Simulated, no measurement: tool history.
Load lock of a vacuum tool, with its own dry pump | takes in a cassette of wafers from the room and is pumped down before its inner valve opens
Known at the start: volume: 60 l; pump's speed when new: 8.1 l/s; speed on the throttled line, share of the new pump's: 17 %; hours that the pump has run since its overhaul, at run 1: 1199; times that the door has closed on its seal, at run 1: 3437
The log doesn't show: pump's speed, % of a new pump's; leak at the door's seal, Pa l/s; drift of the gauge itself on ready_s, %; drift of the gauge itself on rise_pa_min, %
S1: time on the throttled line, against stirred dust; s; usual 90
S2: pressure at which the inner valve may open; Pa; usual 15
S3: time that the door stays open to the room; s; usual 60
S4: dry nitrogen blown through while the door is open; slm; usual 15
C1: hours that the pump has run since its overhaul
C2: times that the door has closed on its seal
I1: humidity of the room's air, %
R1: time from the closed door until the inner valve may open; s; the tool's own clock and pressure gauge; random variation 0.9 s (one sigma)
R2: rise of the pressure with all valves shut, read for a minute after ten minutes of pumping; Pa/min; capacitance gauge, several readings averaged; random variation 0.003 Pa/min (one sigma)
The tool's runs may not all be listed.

run	hour	S1	S2	S3	S4	C1	C2	I1	R1	R2
1	0.0	90	15	60	15	1199	3437	45.1	142.3	0.043
2	186.6	90	15	60	37	1386	3780	49.1	143.4	0.037
3	555.3	90	15	60	37	1754	4459	45.3	142.8	0.033
4	709.3	90	15	60	37	1908	4743	46.6	141.6	0.034
5	1027.8	90	15	60	37	2227	5330	49.6	142.9	0.036
6	1196.8	90	15	55	15	2396	5641	48.1	144.9	0.051
7	1362.8	90	15	55	15	2562	5947	45.4	144.1	0.051
8	1554.4	160	15	60	15	2754	6300	44.1	200.8	0.052
9	1925.6	160	15	60	15	3125	6983	45.6	202.8	0.049
10	2210.1	97	15	60	15	3409	7507	42.7	152.5	0.058
11	2474.6	160	15	42	15	3674	7994	46.9	202.7	0.055
12	2661.3	74	12	60	15	3860	8338	45.4	134.0	0.058

4 ways to go on from here, each from the tool as it stands after run 12. What would each give?
A	2922.6	97	15	60	15	4122	8820	41.2	?	?
B	2922.6	79	22	233	15	4122	8820	48.5	?	?
C	2922.6	90	15	36	15	4122	8820	42.1	?	?
D	2922.6	74	12	60	15	4122	8820	45.5	?	?

run	R1	R2
A	152.4	0.052
B	133.9	0.082
C	146.1	0.055
D	136.4	0.057
Without the tool's hidden state the same runs would have given:
run	R1	R2
A	147.8	0.030
B	129.4	0.060
C	141.4	0.033
D	131.3	0.035
